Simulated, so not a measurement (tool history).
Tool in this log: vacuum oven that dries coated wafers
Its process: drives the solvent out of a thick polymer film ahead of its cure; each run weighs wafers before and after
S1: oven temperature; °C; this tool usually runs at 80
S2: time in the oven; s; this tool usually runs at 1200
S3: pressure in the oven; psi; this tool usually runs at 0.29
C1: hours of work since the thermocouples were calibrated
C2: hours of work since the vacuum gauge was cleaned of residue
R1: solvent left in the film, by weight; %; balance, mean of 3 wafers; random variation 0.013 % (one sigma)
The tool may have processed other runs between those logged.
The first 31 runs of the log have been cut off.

run	day	S1	S2	S3	C1	C2	R1
32	25.467	87	660	0.2	260	65	2.52
33	26.171	75	660	0.608	273	77	6.26
# day 26.383: vacuum gauge cleaned of residue and calibrated, once more
34	27.092	80	900	0.67	288	13	3.46
35	27.892	80	660	0.64	302	27	4.76
36	28.875	80	1740	0.64	320	45	1.67
37	29.338	71	1200	0.351	328	53	3.82
38	30.088	93	1380	0.35	342	66	0.51
39	31.004	93	1380	0.35	358	83	0.52
40	31.579	80	600	0.247	368	93	4.58
41	32.642	80	600	0.247	387	112	4.58
42	33.404	78	1680	0.706	401	125	2.12
43	34.008	92	840	0.29	412	136	1.05
44	34.508	92	1980	0.29	421	145	0.41
45	35.204	78	1200	0.29	433	158	2.1
46	36.225	75	1740	0.524	451	176	2.1
47	37.238	68	1200	0.255	470	194	4.34

3 ways to go on from here, each from the tool as it stands after run 47. What would each give?
A	38.071	68	1200	0.992	484	209	?
B	38.071	78	1200	0.255	484	209	?
C	38.071	68	1200	0.911	484	209	?

run	R1
A	6.34
B	2.01
C	6.14
What these runs would have given with no unlogged condition in the tool:
run	R1
A	6.51
B	2.09
C	6.3

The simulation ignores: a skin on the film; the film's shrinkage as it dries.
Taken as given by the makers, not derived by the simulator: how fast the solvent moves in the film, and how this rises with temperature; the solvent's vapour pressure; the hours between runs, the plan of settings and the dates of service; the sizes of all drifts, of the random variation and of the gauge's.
